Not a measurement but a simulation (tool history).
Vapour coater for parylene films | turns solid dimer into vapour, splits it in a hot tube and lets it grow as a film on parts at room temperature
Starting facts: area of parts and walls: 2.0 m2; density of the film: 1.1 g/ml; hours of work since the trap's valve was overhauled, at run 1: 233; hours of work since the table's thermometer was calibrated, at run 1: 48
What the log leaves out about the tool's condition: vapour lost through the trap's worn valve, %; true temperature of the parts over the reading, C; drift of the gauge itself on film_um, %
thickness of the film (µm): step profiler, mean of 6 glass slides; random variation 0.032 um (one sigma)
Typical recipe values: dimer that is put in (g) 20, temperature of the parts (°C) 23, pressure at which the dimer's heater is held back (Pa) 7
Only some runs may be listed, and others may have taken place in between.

run	hour	dimer that is put in (g)	temperature of the parts (°C)	pressure at which the dimer's heater is held back (Pa)	hours of work since the trap's valve was overhauled	hours of work since the table's thermometer was calibrated	thickness of the film (µm)
1	0	20	23	7	233	48	3.93
2	15.4	20	23	4.07	245	60	4.06
3	33.8	20	23	4.07	259	75	4.03
4	53.6	20	23	4.07	275	90	3.99
5	82.2	20	23	4.07	297	112	3.98
6	95.8	20	23	7	308	123	3.88
7	109.7	20	23	7	318	134	3.82
8	127.9	20	23	7	333	148	3.86
# hour 143.1: trap's valve overhauled
9	160.5	17	23	7	14	170	3.49
10	183.4	20	23	7	31	188	4.09
11	207.9	20	23	7	50	207	4.06
12	229.2	20	23	7	67	224	4.06
13	255.7	20	23	7	88	244	4.06
14	271.5	20	23	7	100	257	4.01
15	289.5	31	17	3.77	114	271	8.29
16	307.4	33	17	3.77	128	285	8.74
17	323.5	32	23	10.2	140	297	6.19
18	346.8	10	23	2.42	159	315	2.09
19	369.2	20	18	8.1	176	333	4.86
20	397.1	16	23	2.17	198	355	3.34
21	419.6	9	23	9.51	215	372	1.73
22	439.8	9	23	9.51	231	388	1.69
23	464.9	20	23	4.12	251	407	3.99
24	486.2	22	23	4.12	267	424	4.4
25	505.8	22	23	4.12	283	439	4.33
26	522	22	23	4.12	295	452	4.29
27	539.9	19	26	7	309	466	3.13
28	567.1	10	26	11.72	330	487	1.59

Consider 3 possible next runs. They are alternatives, not a sequence: every one starts from the tool as it was left by run 28. What does each give?
# hour 587.6: trap's valve overhauled
A	595.5	8	26	11.72	6	506	?
# hour 587.6: trap's valve overhauled
B	595.5	20	21	4.64	6	506	?
# hour 587.6: trap's valve overhauled
C	595.5	20	23	6.57	6	506	?

run	thickness of the film (µm)
A	1.4
B	4.57
C	4.1
Without the tool's unlogged condition, the same runs would have read:
run	thickness of the film (µm)
A	1.45
B	4.74
C	4.25

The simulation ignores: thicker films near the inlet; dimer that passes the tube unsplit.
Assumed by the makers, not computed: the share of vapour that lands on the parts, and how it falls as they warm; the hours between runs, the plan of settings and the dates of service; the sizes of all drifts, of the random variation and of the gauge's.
